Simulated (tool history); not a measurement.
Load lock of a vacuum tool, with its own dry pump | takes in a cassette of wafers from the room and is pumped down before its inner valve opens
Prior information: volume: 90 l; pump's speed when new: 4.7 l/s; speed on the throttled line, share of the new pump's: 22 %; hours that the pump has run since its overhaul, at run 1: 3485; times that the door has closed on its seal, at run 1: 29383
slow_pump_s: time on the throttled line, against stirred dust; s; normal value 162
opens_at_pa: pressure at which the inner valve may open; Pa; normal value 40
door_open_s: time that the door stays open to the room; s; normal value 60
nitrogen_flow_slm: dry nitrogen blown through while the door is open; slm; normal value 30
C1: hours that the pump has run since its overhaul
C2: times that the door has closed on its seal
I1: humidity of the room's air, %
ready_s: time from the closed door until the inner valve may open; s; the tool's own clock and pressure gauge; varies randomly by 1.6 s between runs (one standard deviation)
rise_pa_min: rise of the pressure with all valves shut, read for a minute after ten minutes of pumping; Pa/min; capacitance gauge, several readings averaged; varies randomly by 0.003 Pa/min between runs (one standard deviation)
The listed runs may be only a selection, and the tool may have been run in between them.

{"run": 1, "hour": 0.0, "slow_pump_s": 162, "opens_at_pa": 40, "door_open_s": 60, "nitrogen_flow_slm": 30, "C1": 3485, "C2": 29383, "I1": 43.8, "ready_s": 275.6, "rise_pa_min": 0.131}
{"run": 2, "hour": 85.2, "slow_pump_s": 162, "opens_at_pa": 40, "door_open_s": 60, "nitrogen_flow_slm": 30, "C1": 3570, "C2": 29784, "I1": 46.5, "ready_s": 275.6, "rise_pa_min": 0.137}
{"run": 3, "hour": 156.2, "slow_pump_s": 162, "opens_at_pa": 40, "door_open_s": 60, "nitrogen_flow_slm": 30, "C1": 3641, "C2": 30118, "I1": 43.4, "ready_s": 280.1, "rise_pa_min": 0.129}
{"run": 4, "hour": 269.9, "slow_pump_s": 162, "opens_at_pa": 40, "door_open_s": 60, "nitrogen_flow_slm": 30, "C1": 3755, "C2": 30653, "I1": 42.5, "ready_s": 278.8, "rise_pa_min": 0.141}
{"run": 5, "hour": 339.3, "slow_pump_s": 162, "opens_at_pa": 40, "door_open_s": 60, "nitrogen_flow_slm": 30, "C1": 3824, "C2": 30979, "I1": 43.6, "ready_s": 278.8, "rise_pa_min": 0.141}
{"run": 6, "hour": 398.8, "slow_pump_s": 162, "opens_at_pa": 40, "door_open_s": 60, "nitrogen_flow_slm": 30, "C1": 3883, "C2": 31259, "I1": 43.9, "ready_s": 277.7, "rise_pa_min": 0.144}
{"run": 7, "hour": 525.1, "slow_pump_s": 162, "opens_at_pa": 42, "door_open_s": 60, "nitrogen_flow_slm": 30, "C1": 4010, "C2": 31854, "I1": 46.7, "ready_s": 276.1, "rise_pa_min": 0.15}
{"run": 8, "hour": 585.8, "slow_pump_s": 162, "opens_at_pa": 42, "door_open_s": 60, "nitrogen_flow_slm": 30, "C1": 4070, "C2": 32139, "I1": 44.9, "ready_s": 279.4, "rise_pa_min": 0.155}
{"run": 9, "hour": 652.6, "slow_pump_s": 116, "opens_at_pa": 40, "door_open_s": 60, "nitrogen_flow_slm": 30, "C1": 4137, "C2": 32453, "I1": 44.5, "ready_s": 246.6, "rise_pa_min": 0.152}
{"run": 10, "hour": 777.1, "slow_pump_s": 162, "opens_at_pa": 40, "door_open_s": 44, "nitrogen_flow_slm": 30, "C1": 4262, "C2": 33039, "I1": 43.1, "ready_s": 278.4, "rise_pa_min": 0.162}
{"run": 11, "hour": 905.8, "slow_pump_s": 162, "opens_at_pa": 40, "door_open_s": 44, "nitrogen_flow_slm": 10, "C1": 4390, "C2": 33645, "I1": 43.9, "ready_s": 278, "rise_pa_min": 0.17}
{"run": 12, "hour": 1036.0, "slow_pump_s": 162, "opens_at_pa": 40, "door_open_s": 44, "nitrogen_flow_slm": 10, "C1": 4521, "C2": 34257, "I1": 44.7, "ready_s": 276.1, "rise_pa_min": 0.17}
{"run": 13, "hour": 1138.4, "slow_pump_s": 162, "opens_at_pa": 40, "door_open_s": 60, "nitrogen_flow_slm": 30, "C1": 4623, "C2": 34738, "I1": 48.7, "ready_s": 280.7, "rise_pa_min": 0.17}
{"run": 14, "hour": 1230.1, "slow_pump_s": 210, "opens_at_pa": 40, "door_open_s": 60, "nitrogen_flow_slm": 30, "C1": 4715, "C2": 35170, "I1": 49.6, "ready_s": 314.9, "rise_pa_min": 0.176}
{"run": 15, "hour": 1362.7, "slow_pump_s": 210, "opens_at_pa": 40, "door_open_s": 60, "nitrogen_flow_slm": 30, "C1": 4847, "C2": 35794, "I1": 45.5, "ready_s": 316.8, "rise_pa_min": 0.173}
{"run": 16, "hour": 1477.1, "slow_pump_s": 210, "opens_at_pa": 40, "door_open_s": 60, "nitrogen_flow_slm": 30, "C1": 4962, "C2": 36332, "I1": 51.3, "ready_s": 318.5, "rise_pa_min": 0.186}
{"run": 17, "hour": 1536.4, "slow_pump_s": 86, "opens_at_pa": 40, "door_open_s": 60, "nitrogen_flow_slm": 30, "C1": 5021, "C2": 36611, "I1": 46.9, "ready_s": 221.3, "rise_pa_min": 0.187}
{"run": 18, "hour": 1653.3, "slow_pump_s": 98, "opens_at_pa": 40, "door_open_s": 60, "nitrogen_flow_slm": 30, "C1": 5138, "C2": 37161, "I1": 44.1, "ready_s": 231.6, "rise_pa_min": 0.188}
{"run": 19, "hour": 1761.5, "slow_pump_s": 253, "opens_at_pa": 40, "door_open_s": 60, "nitrogen_flow_slm": 30, "C1": 5246, "C2": 37670, "I1": 45.4, "ready_s": 348.1, "rise_pa_min": 0.19}
{"run": 20, "hour": 1881.4, "slow_pump_s": 253, "opens_at_pa": 40, "door_open_s": 165, "nitrogen_flow_slm": 12, "C1": 5366, "C2": 38234, "I1": 42, "ready_s": 350.9, "rise_pa_min": 0.21}
{"run": 21, "hour": 1942.6, "slow_pump_s": 253, "opens_at_pa": 80, "door_open_s": 165, "nitrogen_flow_slm": 19, "C1": 5427, "C2": 38522, "I1": 42.5, "ready_s": 332, "rise_pa_min": 0.201}
{"run": 22, "hour": 2005.9, "slow_pump_s": 95, "opens_at_pa": 40, "door_open_s": 60, "nitrogen_flow_slm": 13, "C1": 5491, "C2": 38820, "I1": 47.4, "ready_s": 228.7, "rise_pa_min": 0.21}
{"run": 23, "hour": 2138.6, "slow_pump_s": 95, "opens_at_pa": 56, "door_open_s": 156, "nitrogen_flow_slm": 13, "C1": 5623, "C2": 39444, "I1": 49, "ready_s": 220.6, "rise_pa_min": 0.227}
{"run": 24, "hour": 2254.7, "slow_pump_s": 161, "opens_at_pa": 56, "door_open_s": 50, "nitrogen_flow_slm": 10, "C1": 5739, "C2": 39990, "I1": 41.2, "ready_s": 271, "rise_pa_min": 0.216}
{"run": 25, "hour": 2344.1, "slow_pump_s": 170, "opens_at_pa": 56, "door_open_s": 50, "nitrogen_flow_slm": 10, "C1": 5829, "C2": 40410, "I1": 45.9, "ready_s": 278.1, "rise_pa_min": 0.221}
{"run": 26, "hour": 2410.8, "slow_pump_s": 170, "opens_at_pa": 47, "door_open_s": 123, "nitrogen_flow_slm": 10, "C1": 5895, "C2": 40724, "I1": 45.2, "ready_s": 280.4, "rise_pa_min": 0.234}
{"run": 27, "hour": 2469.5, "slow_pump_s": 212, "opens_at_pa": 34, "door_open_s": 41, "nitrogen_flow_slm": 18, "C1": 5954, "C2": 41001, "I1": 43.7, "ready_s": 320.3, "rise_pa_min": 0.223}
{"run": 28, "hour": 2583.3, "slow_pump_s": 162, "opens_at_pa": 40, "door_open_s": 45, "nitrogen_flow_slm": 37, "C1": 6068, "C2": 41536, "I1": 44.8, "ready_s": 279.8, "rise_pa_min": 0.22}
{"run": 29, "hour": 2651.8, "slow_pump_s": 231, "opens_at_pa": 42, "door_open_s": 32, "nitrogen_flow_slm": 27, "C1": 6136, "C2": 41858, "I1": 46.1, "ready_s": 330.4, "rise_pa_min": 0.215}
{"run": 30, "hour": 2765.7, "slow_pump_s": 162, "opens_at_pa": 30, "door_open_s": 60, "nitrogen_flow_slm": 30, "C1": 6250, "C2": 42394, "I1": 46, "ready_s": 285.4, "rise_pa_min": 0.225}
{"run": 31, "hour": 2870.8, "slow_pump_s": 167, "opens_at_pa": 60, "door_open_s": 36, "nitrogen_flow_slm": 7, "C1": 6355, "C2": 42888, "I1": 40.8, "ready_s": 274.3, "rise_pa_min": 0.243}
{"run": 32, "hour": 2938.4, "slow_pump_s": 167, "opens_at_pa": 60, "door_open_s": 64, "nitrogen_flow_slm": 4, "C1": 6423, "C2": 43207, "I1": 47.3, "ready_s": 275.9, "rise_pa_min": 0.264}
{"run": 33, "hour": 3047.5, "slow_pump_s": 167, "opens_at_pa": 60, "door_open_s": 64, "nitrogen_flow_slm": 4, "C1": 6532, "C2": 43720, "I1": 44.3, "ready_s": 276.6, "rise_pa_min": 0.26}
{"run": 34, "hour": 3111.7, "slow_pump_s": 94, "opens_at_pa": 60, "door_open_s": 64, "nitrogen_flow_slm": 18, "C1": 6596, "C2": 44022, "I1": 47.8, "ready_s": 219.8, "rise_pa_min": 0.244}
{"hour": 3124.6, "done": "door's seal changed, seat wiped"}
{"run": 35, "hour": 3231.3, "slow_pump_s": 94, "opens_at_pa": 60, "door_open_s": 64, "nitrogen_flow_slm": 18, "C1": 6714, "C2": 502, "I1": 46.5, "ready_s": 220, "rise_pa_min": 0.021}
{"run": 36, "hour": 3294.5, "slow_pump_s": 248, "opens_at_pa": 36, "door_open_s": 60, "nitrogen_flow_slm": 9, "C1": 6778, "C2": 800, "I1": 44.4, "ready_s": 348.1, "rise_pa_min": 0.025}

What differs in the tool's unlogged condition from the final listed run ahead of each entry between runs to the first listed run following it?
From run 34 to run 35: door's seal changed, seat wiped (hour 3124.6)
  pump's speed, % of a new pump's: 95.5 -> 95.4; leak at the door's seal, Pa l/s: 0.3458 -> 0.0026
  measured less the result without the state, ready_s: +5.6 -> +5.8 s; rise_pa_min: +0.227 -> +0 Pa/min
